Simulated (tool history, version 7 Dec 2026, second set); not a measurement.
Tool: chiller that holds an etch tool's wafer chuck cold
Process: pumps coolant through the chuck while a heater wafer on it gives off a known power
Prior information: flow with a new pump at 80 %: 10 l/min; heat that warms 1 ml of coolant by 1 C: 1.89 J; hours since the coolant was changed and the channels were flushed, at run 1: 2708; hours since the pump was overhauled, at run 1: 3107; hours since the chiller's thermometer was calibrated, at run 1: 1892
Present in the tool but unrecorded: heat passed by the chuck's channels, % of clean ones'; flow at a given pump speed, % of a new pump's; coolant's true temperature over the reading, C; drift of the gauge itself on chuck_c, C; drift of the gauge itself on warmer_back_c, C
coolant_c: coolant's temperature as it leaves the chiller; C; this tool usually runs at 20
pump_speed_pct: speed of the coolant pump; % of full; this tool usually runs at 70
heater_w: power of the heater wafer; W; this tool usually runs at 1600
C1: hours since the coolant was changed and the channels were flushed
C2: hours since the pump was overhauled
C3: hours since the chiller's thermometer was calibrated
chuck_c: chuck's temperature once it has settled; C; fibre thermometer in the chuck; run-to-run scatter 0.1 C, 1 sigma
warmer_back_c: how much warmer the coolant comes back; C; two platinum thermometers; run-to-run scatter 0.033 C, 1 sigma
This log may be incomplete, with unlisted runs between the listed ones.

run 1 hour=0.0 | coolant_c=20 pump_speed_pct=70 heater_w=1600 | C1=2708 C2=3107 C3=1892 | chuck_c=38.4 warmer_back_c=6.28
run 2 hour=60.7 | coolant_c=20 pump_speed_pct=70 heater_w=1600 | C1=2768 C2=3168 C3=1953 | chuck_c=38.5 warmer_back_c=6.31
run 3 hour=145.6 | coolant_c=20 pump_speed_pct=70 heater_w=1600 | C1=2853 C2=3252 C3=2037 | chuck_c=38.4 warmer_back_c=6.30
run 4 hour=225.5 | coolant_c=20 pump_speed_pct=70 heater_w=1600 | C1=2933 C2=3332 C3=2117 | chuck_c=38.7 warmer_back_c=6.35
run 5 hour=327.4 | coolant_c=20 pump_speed_pct=70 heater_w=1600 | C1=3035 C2=3434 C3=2219 | chuck_c=38.7 warmer_back_c=6.36
run 6 hour=417.7 | coolant_c=10 pump_speed_pct=70 heater_w=1600 | C1=3125 C2=3525 C3=2310 | chuck_c=28.7 warmer_back_c=6.37
run 7 hour=501.4 | coolant_c=20 pump_speed_pct=61 heater_w=1600 | C1=3209 C2=3608 C3=2393 | chuck_c=41.5 warmer_back_c=7.33
run 8 hour=601.3 | coolant_c=20 pump_speed_pct=61 heater_w=1600 | C1=3309 C2=3708 C3=2493 | chuck_c=41.4 warmer_back_c=7.37
run 9 hour=683.3 | coolant_c=20 pump_speed_pct=88 heater_w=1600 | C1=3391 C2=3790 C3=2575 | chuck_c=35.2 warmer_back_c=5.00
run 10 hour=766.5 | coolant_c=20 pump_speed_pct=98 heater_w=1600 | C1=3474 C2=3873 C3=2658 | chuck_c=33.7 warmer_back_c=4.45
run 11 hour=873.4 | coolant_c=20 pump_speed_pct=98 heater_w=1600 | C1=3581 C2=3980 C3=2765 | chuck_c=33.9 warmer_back_c=4.55
run 12 hour=949.8 | coolant_c=20 pump_speed_pct=98 heater_w=1600 | C1=3657 C2=4057 C3=2842 | chuck_c=34.1 warmer_back_c=4.46
run 13 hour=1060.0 | coolant_c=20 pump_speed_pct=69 heater_w=1600 | C1=3768 C2=4167 C3=2952 | chuck_c=39.5 warmer_back_c=6.59
-- hour=1150.0 chiller's thermometer calibrated
run 14 hour=1169.6 | coolant_c=17 pump_speed_pct=69 heater_w=1600 | C1=3876 C2=4275 C3=20 | chuck_c=36.8 warmer_back_c=6.53
run 15 hour=1219.1 | coolant_c=25 pump_speed_pct=69 heater_w=1600 | C1=3926 C2=4325 C3=69 | chuck_c=44.8 warmer_back_c=6.54
run 16 hour=1271.8 | coolant_c=20 pump_speed_pct=65 heater_w=1600 | C1=3978 C2=4378 C3=122 | chuck_c=41.1 warmer_back_c=7.02
run 17 hour=1361.6 | coolant_c=12 pump_speed_pct=65 heater_w=1858 | C1=4068 C2=4467 C3=212 | chuck_c=36.2 warmer_back_c=8.14
run 18 hour=1458.9 | coolant_c=26 pump_speed_pct=75 heater_w=2120 | C1=4166 C2=4565 C3=309 | chuck_c=50.5 warmer_back_c=8.04
run 19 hour=1525.3 | coolant_c=14 pump_speed_pct=75 heater_w=2243 | C1=4232 C2=4631 C3=375 | chuck_c=40.1 warmer_back_c=8.46
run 20 hour=1590.4 | coolant_c=14 pump_speed_pct=75 heater_w=2243 | C1=4297 C2=4696 C3=440 | chuck_c=40.1 warmer_back_c=8.54
run 21 hour=1635.4 | coolant_c=14 pump_speed_pct=80 heater_w=1336 | C1=4342 C2=4741 C3=485 | chuck_c=28.6 warmer_back_c=4.71
-- hour=1647.2 coolant pump overhauled
run 22 hour=1708.3 | coolant_c=21 pump_speed_pct=88 heater_w=1311 | C1=4410 C2=61 C3=553 | chuck_c=34.7 warmer_back_c=4.50
run 23 hour=1794.0 | coolant_c=24 pump_speed_pct=88 heater_w=2330 | C1=4496 C2=147 C3=639 | chuck_c=48.6 warmer_back_c=7.98
run 24 hour=1874.1 | coolant_c=24 pump_speed_pct=88 heater_w=2330 | C1=4576 C2=227 C3=719 | chuck_c=48.9 warmer_back_c=7.96
run 25 hour=1945.9 | coolant_c=20 pump_speed_pct=63 heater_w=886 | C1=4648 C2=299 C3=791 | chuck_c=33.0 warmer_back_c=4.39
run 26 hour=2043.6 | coolant_c=12 pump_speed_pct=79 heater_w=1600 | C1=4745 C2=396 C3=889 | chuck_c=30.7 warmer_back_c=6.19
-- hour=2091.7 coolant pump overhauled, once more
run 27 hour=2144.6 | coolant_c=11 pump_speed_pct=65 heater_w=1809 | C1=4841 C2=53 C3=985 | chuck_c=32.7 warmer_back_c=7.10
run 28 hour=2229.1 | coolant_c=11 pump_speed_pct=65 heater_w=1809 | C1=4926 C2=137 C3=1069 | chuck_c=32.7 warmer_back_c=7.14
run 29 hour=2276.8 | coolant_c=11 pump_speed_pct=65 heater_w=1809 | C1=4973 C2=185 C3=1117 | chuck_c=33.0 warmer_back_c=7.19
run 30 hour=2366.6 | coolant_c=11 pump_speed_pct=65 heater_w=1809 | C1=5063 C2=275 C3=1207 | chuck_c=33.2 warmer_back_c=7.16
run 31 hour=2465.6 | coolant_c=11 pump_speed_pct=65 heater_w=1809 | C1=5162 C2=374 C3=1306 | chuck_c=33.0 warmer_back_c=7.15

Hidden state at the last listed run before each entry between runs and at the first one after, where it differs:
Between runs 13 and 14: chiller's thermometer calibrated (hour 1150.0)
  heat passed by the chuck's channels, % of clean ones': 92.4 -> 92.2; flow at a given pump speed, % of a new pump's: 90.9 -> 90.6; coolant's true temperature over the reading, C: -0.26 -> -0.06
  difference, measured minus the result without the unlogged condition, chuck_c: +2.4 -> +2.7 C; warmer_back_c: +0.60 -> +0.61 C
Between runs 21 and 22: coolant pump overhauled (hour 1647.2)
  heat passed by the chuck's channels, % of clean ones': 91.2 -> 91.1; flow at a given pump speed, % of a new pump's: 89.5 -> 84.3; coolant's true temperature over the reading, C: -0.1 -> -0.11
  difference, measured minus the result without the unlogged condition, chuck_c: +2.2 -> +2.7 C; warmer_back_c: +0.50 -> +0.70 C
Between runs 26 and 27: coolant pump overhauled, once more (hour 2091.7)
  heat passed by the chuck's channels, % of clean ones': 90.5 -> 90.3; flow at a given pump speed, % of a new pump's: 83.5 -> 100.8; coolant's true temperature over the reading, C: -0.13 -> -0.14
  difference, measured minus the result without the unlogged condition, chuck_c: +3.8 -> +1.4 C; warmer_back_c: +1.02 -> -0.06 C
